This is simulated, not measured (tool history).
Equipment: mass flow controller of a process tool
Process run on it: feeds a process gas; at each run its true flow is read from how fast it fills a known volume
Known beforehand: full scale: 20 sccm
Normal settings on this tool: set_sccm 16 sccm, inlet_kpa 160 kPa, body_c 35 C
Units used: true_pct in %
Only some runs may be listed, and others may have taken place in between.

| run | hour | set_sccm | inlet_kpa | body_c | true_pct |
|---|---|---|---|---|---|
| 1 | 0.0 | 16 | 160 | 35 | 99.75 |
| 2 | 36.0 | 16 | 160 | 35 | 99.74 |
| 3 | 123.0 | 16 | 192 | 35 | 99.86 |
| 4 | 167.1 | 6 | 160 | 35 | 99.50 |
| 5 | 233.4 | 6 | 160 | 35 | 99.59 |
| 6 | 298.2 | 6 | 160 | 35 | 99.62 |
| 7 | 344.2 | 16 | 160 | 35 | 99.84 |
| 8 | 383.5 | 16 | 160 | 35 | 99.90 |
| 9 | 450.7 | 16 | 160 | 35 | 99.94 |
| 10 | 530.5 | 16 | 160 | 35 | 99.92 |
| 11 | 586.2 | 16 | 160 | 35 | 100.00 |
| 12 | 653.7 | 16 | 160 | 25 | 100.65 |
| 13 | 709.4 | 16 | 160 | 25 | 100.50 |
| 14 | 748.4 | 5 | 160 | 35 | 99.90 |
|  | 754.0 | controller's zero set anew |
| 15 | 821.7 | 5 | 160 | 35 | 100.81 |
| 16 | 908.5 | 5 | 160 | 35 | 100.84 |
| 17 | 969.0 | 9 | 160 | 35 | 100.20 |
| 18 | 1020.1 | 16 | 160 | 35 | 100.29 |
| 19 | 1081.4 | 16 | 160 | 35 | 100.28 |
| 20 | 1135.9 | 3 | 250 | 25 | 103.44 |
|  | 1170.3 | controller's zero set anew, once more |
| 21 | 1193.3 | 16 | 160 | 32 | 99.92 |
| 22 | 1241.3 | 16 | 160 | 32 | 99.83 |
| 23 | 1304.5 | 7 | 148 | 29 | 99.35 |
| 24 | 1348.7 | 9 | 229 | 26 | 100.24 |

Estimate the outcome of run 25 from the log above:
| 25 | 1386.6 | 5 | 160 | 20 | ? |

Run 25 came out at true_pct 99.72 %.
Were there no unlogged condition in the tool, this run, its random variation unchanged, would have produced true_pct 98.66 %.
